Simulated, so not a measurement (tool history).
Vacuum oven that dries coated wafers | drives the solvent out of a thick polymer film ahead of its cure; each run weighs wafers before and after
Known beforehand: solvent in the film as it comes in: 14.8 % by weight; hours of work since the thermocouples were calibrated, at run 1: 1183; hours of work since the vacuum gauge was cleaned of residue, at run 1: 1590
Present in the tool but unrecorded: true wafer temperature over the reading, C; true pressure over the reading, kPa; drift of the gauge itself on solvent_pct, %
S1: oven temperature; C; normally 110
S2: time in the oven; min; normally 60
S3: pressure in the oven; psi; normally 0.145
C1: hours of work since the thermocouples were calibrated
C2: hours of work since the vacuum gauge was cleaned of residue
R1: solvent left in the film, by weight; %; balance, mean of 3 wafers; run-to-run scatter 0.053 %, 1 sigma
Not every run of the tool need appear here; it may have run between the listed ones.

run    hour   S1  S2     S3    C1    C2    R1
  1     0.0  110  60  0.145  1183  1590  1.44
  2    73.0  110  60  0.145  1222  1629  1.54
  3   159.3  110  60  0.145  1269  1676  1.41
  4   251.3  110  60  0.145  1319  1726  1.45
  5   328.4  110  60  0.367  1361  1768  1.93
  6   396.0  110  60  0.367  1398  1805  1.90
  7   487.5  110  31  0.145  1448  1855  3.55
  8   549.2  110  31  0.323  1481  1888  4.01
  9   651.4  110  60  0.187  1537  1944  1.45
 10   697.9  110  60  0.145  1562  1969  1.36
 11   754.2  118  60  0.145  1593  2000  0.63
 12   850.9  118  60  0.145  1645  2052  0.65
 13   905.9  125  64  0.145  1675  2082  0.23
      953.1  -- oven's thermocouples calibrated
 14  1000.6  125  64  0.528    26  2133  1.00
 15  1100.2  125  64  0.528    80  2187  1.04
 16  1174.9  125  64  0.528   121  2227  1.04
 17  1228.2  125  64  0.528   150  2256  1.04
 18  1272.7   95  63  0.528   174  2281  6.56
 19  1354.6   96  33  0.151   218  2325  7.53
 20  1453.8   96  34  0.078   272  2379  7.17
 21  1522.7  110  50  0.376   310  2417  2.96
 22  1623.0  110  50  0.376   364  2471  2.93
 23  1668.5  122  88  0.145   389  2496  0.41
 24  1768.9   99  79  0.302   444  2550  3.69

Branching from run 24: 5 alternative next runs. What would each branch give?
  A  1859.5  120  41  0.161  493  2600   ?
  B  1859.5   99  79  0.094  493  2600   ?
  C  1859.5  116  31  0.145  493  2600   ?
  D  1859.5  107  75  0.218  493  2600   ?
  E  1859.5  120  35  0.145  493  2600   ?

run    R1
  A  1.18
  B  2.98
  C  2.76
  D  2.00
  E  1.57
What these runs would have given with no unlogged condition in the tool:
run    R1
  A  1.21
  B  3.04
  C  2.86
  D  2.02
  E  1.62
